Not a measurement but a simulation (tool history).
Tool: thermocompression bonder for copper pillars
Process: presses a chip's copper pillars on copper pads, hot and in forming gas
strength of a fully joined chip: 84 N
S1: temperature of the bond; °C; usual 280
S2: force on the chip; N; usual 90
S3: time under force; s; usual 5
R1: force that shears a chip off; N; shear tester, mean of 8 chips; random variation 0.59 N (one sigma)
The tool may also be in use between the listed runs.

run,day,S1,S2,S3,R1
1,0,280,90,5,25.2
# day 2.054: forming gas filter changed
2,3.212,280,90,5,27.4
# day 4.033: heater calibrated with a thermocouple chip
3,6.442,280,129,5,31
4,9.929,280,129,5,31
5,11.662,280,129,5,30.9
# day 13.529: heater calibrated with a thermocouple chip, once more
6,14.921,280,129,5,36.1
7,18.162,280,90,5,30.3
# day 19.308: forming gas filter changed
8,21.642,280,90,5,29.8
9,23.654,280,90,5,31.2
10,26.25,280,90,5,29.1
11,28.467,257,90,5,20.6
12,31.596,257,90,5,20.1
13,33.129,263,90,5,22.9
14,34.938,263,90,5,21.6
# day 36.429: forming gas filter changed
15,36.546,263,90,5,21.6
16,39.279,263,90,5,23.8
17,40.783,263,90,5,22
18,44.008,280,90,5,28.6
19,47.246,280,90,5,26.8
20,48.954,280,90,5,27.2
21,51.725,280,90,5,26.3
# day 53.7: forming gas filter changed
22,54.271,253,106,4,18.4
23,56.642,255,109,6,23.2
24,58.467,306,90,5,39.4
25,60.467,253,90,10,23.7
26,62.588,257,73,5,16.2
27,64.758,257,73,5,15
28,68.279,261,85,3,14.7
# day 70.85: forming gas filter changed
29,70.992,301,85,3,29
30,72.642,299,85,3,28.6
31,74.221,308,134,9,57.5
32,77.558,308,134,9,55.2
33,79.538,308,134,9,55
34,82.212,280,70,11,29.8
35,84.125,288,54,5,20.1
36,86.133,275,70,5,20
# day 88.012: forming gas filter changed
37,89.738,280,85,7,29.6
# day 90.542: heater calibrated with a thermocouple chip
38,92.538,280,85,7,34.3
39,95.671,310,65,5,36.5
40,98.771,280,92,5,29.3

3 ways to go on from here, each from the tool as it stands after run 40. What would each give?
A,102.333,257,110,5,?
B,102.333,280,92,9,?
C,102.333,272,103,3,?

run,R1
A,22.6
B,36.7
C,22.1
Without the tool's hidden state the same runs would have given:
run,R1
A,25.7
B,41.2
C,25
